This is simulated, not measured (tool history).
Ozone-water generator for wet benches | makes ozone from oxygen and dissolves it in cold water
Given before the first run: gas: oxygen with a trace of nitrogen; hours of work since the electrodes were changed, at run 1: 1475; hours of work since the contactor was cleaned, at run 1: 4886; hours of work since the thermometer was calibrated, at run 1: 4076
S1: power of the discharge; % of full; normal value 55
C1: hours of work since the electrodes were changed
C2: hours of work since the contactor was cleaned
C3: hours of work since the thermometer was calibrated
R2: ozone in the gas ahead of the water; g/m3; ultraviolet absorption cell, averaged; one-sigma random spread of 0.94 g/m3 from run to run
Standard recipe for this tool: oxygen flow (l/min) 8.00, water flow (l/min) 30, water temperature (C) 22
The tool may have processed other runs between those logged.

run 1 hour=0.0 | S1=55 oxygen_flow_(l/min)=8.00 water_flow_(l/min)=30 water_temperature_(C)=22 | C1=1475 C2=4886 C3=4076 | dissolved_ozone_(ppm)=18.2 R2=157.7
run 2 hour=77.1 | S1=55 oxygen_flow_(l/min)=8.00 water_flow_(l/min)=30 water_temperature_(C)=22 | C1=1536 C2=4946 C3=4137 | dissolved_ozone_(ppm)=18.2 R2=157.4
run 3 hour=129.5 | S1=55 oxygen_flow_(l/min)=8.00 water_flow_(l/min)=30 water_temperature_(C)=22 | C1=1577 C2=4988 C3=4178 | dissolved_ozone_(ppm)=18.0 R2=156.4
-- hour=228.5 contactor cleaned
run 4 hour=238.1 | S1=55 oxygen_flow_(l/min)=8.00 water_flow_(l/min)=42 water_temperature_(C)=22 | C1=1660 C2=7 C3=4260 | dissolved_ozone_(ppm)=14.6 R2=157.7
run 5 hour=320.2 | S1=55 oxygen_flow_(l/min)=8.00 water_flow_(l/min)=25 water_temperature_(C)=22 | C1=1724 C2=72 C3=4325 | dissolved_ozone_(ppm)=20.5 R2=157.9
run 6 hour=407.4 | S1=55 oxygen_flow_(l/min)=8.00 water_flow_(l/min)=25 water_temperature_(C)=22 | C1=1793 C2=141 C3=4393 | dissolved_ozone_(ppm)=20.5 R2=155.3
run 7 hour=489.4 | S1=55 oxygen_flow_(l/min)=8.00 water_flow_(l/min)=25 water_temperature_(C)=22 | C1=1857 C2=205 C3=4458 | dissolved_ozone_(ppm)=20.3 R2=157.0
run 8 hour=578.8 | S1=55 oxygen_flow_(l/min)=8.00 water_flow_(l/min)=30 water_temperature_(C)=22 | C1=1927 C2=275 C3=4528 | dissolved_ozone_(ppm)=18.1 R2=156.6
run 9 hour=628.4 | S1=55 oxygen_flow_(l/min)=8.00 water_flow_(l/min)=30 water_temperature_(C)=22 | C1=1966 C2=314 C3=4567 | dissolved_ozone_(ppm)=18.1 R2=157.7
run 10 hour=711.0 | S1=55 oxygen_flow_(l/min)=8.00 water_flow_(l/min)=30 water_temperature_(C)=22 | C1=2031 C2=379 C3=4632 | dissolved_ozone_(ppm)=18.1 R2=156.9
run 11 hour=759.7 | S1=55 oxygen_flow_(l/min)=8.00 water_flow_(l/min)=30 water_temperature_(C)=22 | C1=2070 C2=418 C3=4670 | dissolved_ozone_(ppm)=18.3 R2=157.5
run 12 hour=856.0 | S1=55 oxygen_flow_(l/min)=8.00 water_flow_(l/min)=30 water_temperature_(C)=30 | C1=2145 C2=493 C3=4746 | dissolved_ozone_(ppm)=15.9 R2=154.9
run 13 hour=907.7 | S1=55 oxygen_flow_(l/min)=8.50 water_flow_(l/min)=30 water_temperature_(C)=22 | C1=2186 C2=534 C3=4787 | dissolved_ozone_(ppm)=18.3 R2=149.9
run 14 hour=960.9 | S1=55 oxygen_flow_(l/min)=8.50 water_flow_(l/min)=30 water_temperature_(C)=22 | C1=2228 C2=576 C3=4828 | dissolved_ozone_(ppm)=17.9 R2=150.3
run 15 hour=1016.1 | S1=55 oxygen_flow_(l/min)=8.00 water_flow_(l/min)=30 water_temperature_(C)=22 | C1=2271 C2=619 C3=4872 | dissolved_ozone_(ppm)=18.0 R2=155.5
run 16 hour=1084.4 | S1=55 oxygen_flow_(l/min)=8.00 water_flow_(l/min)=30 water_temperature_(C)=22 | C1=2325 C2=673 C3=4926 | dissolved_ozone_(ppm)=18.1 R2=156.3
run 17 hour=1154.5 | S1=55 oxygen_flow_(l/min)=8.00 water_flow_(l/min)=30 water_temperature_(C)=22 | C1=2380 C2=728 C3=4981 | dissolved_ozone_(ppm)=18.2 R2=155.2
run 18 hour=1248.5 | S1=55 oxygen_flow_(l/min)=8.00 water_flow_(l/min)=30 water_temperature_(C)=22 | C1=2454 C2=802 C3=5055 | dissolved_ozone_(ppm)=18.0 R2=155.5
run 19 hour=1316.2 | S1=55 oxygen_flow_(l/min)=9.88 water_flow_(l/min)=45 water_temperature_(C)=16 | C1=2507 C2=855 C3=5108 | dissolved_ozone_(ppm)=14.7 R2=138.2
run 20 hour=1422.4 | S1=55 oxygen_flow_(l/min)=9.88 water_flow_(l/min)=45 water_temperature_(C)=16 | C1=2591 C2=939 C3=5191 | dissolved_ozone_(ppm)=14.9 R2=137.7
run 21 hour=1482.0 | S1=88 oxygen_flow_(l/min)=9.88 water_flow_(l/min)=37 water_temperature_(C)=26 | C1=2638 C2=986 C3=5238 | dissolved_ozone_(ppm)=21.2 R2=199.4
run 22 hour=1575.2 | S1=85 oxygen_flow_(l/min)=8.00 water_flow_(l/min)=30 water_temperature_(C)=22 | C1=2711 C2=1059 C3=5311 | dissolved_ozone_(ppm)=25.1 R2=218.6
run 23 hour=1661.8 | S1=85 oxygen_flow_(l/min)=8.00 water_flow_(l/min)=30 water_temperature_(C)=22 | C1=2779 C2=1127 C3=5380 | dissolved_ozone_(ppm)=25.4 R2=219.3
run 24 hour=1709.0 | S1=53 oxygen_flow_(l/min)=13.34 water_flow_(l/min)=32 water_temperature_(C)=29 | C1=2816 C2=1164 C3=5417 | dissolved_ozone_(ppm)=13.8 R2=113.9
run 25 hour=1783.8 | S1=46 oxygen_flow_(l/min)=8.28 water_flow_(l/min)=30 water_temperature_(C)=22 | C1=2875 C2=1223 C3=5476 | dissolved_ozone_(ppm)=15.5 R2=132.6
run 26 hour=1873.9 | S1=55 oxygen_flow_(l/min)=5.58 water_flow_(l/min)=31 water_temperature_(C)=28 | C1=2946 C2=1294 C3=5546 | dissolved_ozone_(ppm)=15.7 R2=187.3
run 27 hour=1934.1 | S1=55 oxygen_flow_(l/min)=5.58 water_flow_(l/min)=31 water_temperature_(C)=28 | C1=2993 C2=1341 C3=5594 | dissolved_ozone_(ppm)=16.1 R2=189.7
run 28 hour=1998.1 | S1=55 oxygen_flow_(l/min)=5.58 water_flow_(l/min)=31 water_temperature_(C)=28 | C1=3043 C2=1391 C3=5644 | dissolved_ozone_(ppm)=16.2 R2=188.1
run 29 hour=2068.1 | S1=55 oxygen_flow_(l/min)=5.58 water_flow_(l/min)=31 water_temperature_(C)=28 | C1=3099 C2=1446 C3=5699 | dissolved_ozone_(ppm)=16.3 R2=187.7
run 30 hour=2140.1 | S1=47 oxygen_flow_(l/min)=6.50 water_flow_(l/min)=44 water_temperature_(C)=22 | C1=3155 C2=1503 C3=5756 | dissolved_ozone_(ppm)=11.8 R2=152.8
-- hour=2164.2 water thermometer calibrated
run 31 hour=2190.2 | S1=61 oxygen_flow_(l/min)=11.07 water_flow_(l/min)=29 water_temperature_(C)=20 | C1=3194 C2=1542 C3=20 | dissolved_ozone_(ppm)=20.1 R2=138.5
run 32 hour=2244.6 | S1=84 oxygen_flow_(l/min)=7.71 water_flow_(l/min)=30 water_temperature_(C)=22 | C1=3237 C2=1585 C3=63 | dissolved_ozone_(ppm)=24.8 R2=218.9
run 33 hour=2312.3 | S1=84 oxygen_flow_(l/min)=7.71 water_flow_(l/min)=30 water_temperature_(C)=22 | C1=3290 C2=1638 C3=116 | dissolved_ozone_(ppm)=25.1 R2=218.2
run 34 hour=2375.0 | S1=46 oxygen_flow_(l/min)=8.42 water_flow_(l/min)=24 water_temperature_(C)=18 | C1=3339 C2=1687 C3=166 | dissolved_ozone_(ppm)=18.9 R2=131.1

How would selected steps in dissolved ozone (ppm) from run to run divide? Give the signed amount a tool lacking its hidden state would still show from settings, what came in and random variation, and the signed amount left for the hidden state, including any gauge scatter that is not in both of the compared results.
Unlogged tool condition in this case: yield of the discharge, % of new electrodes'; contactor's efficiency, % of a clean one's; true water temperature over the reading, C; drift of the gauge itself on ozone_ppm, %; drift of the gauge itself on gas_g_m3, %.
Run 20 -> 21: S1 55 -> 88, water flow (l/min) 45 -> 37, water temperature (C) 16 -> 26. dissolved ozone (ppm) +6.3: hidden state -0.5, all else +6.8.
Run 23 -> 24: S1 85 -> 53, oxygen flow (l/min) 8.00 -> 13.34, water flow (l/min) 30 -> 32, water temperature (C) 22 -> 29. dissolved ozone (ppm) -11.6: hidden state +1.0, all else -12.6.
Run 30 -> 31: S1 47 -> 61, oxygen flow (l/min) 6.50 -> 11.07, water flow (l/min) 44 -> 29, water temperature (C) 22 -> 20, water thermometer calibrated. dissolved ozone (ppm) +8.3: hidden state -0.4, all else +8.7.
Run 31 -> 32: S1 61 -> 84, oxygen flow (l/min) 11.07 -> 7.71, water flow (l/min) 29 -> 30, water temperature (C) 20 -> 22. dissolved ozone (ppm) +4.7: hidden state -0.7, all else +5.4.
Run 33 -> 34: S1 84 -> 46, oxygen flow (l/min) 7.71 -> 8.42, water flow (l/min) 30 -> 24, water temperature (C) 22 -> 18. dissolved ozone (ppm) -6.2: hidden state +0.8, all else -7.0.
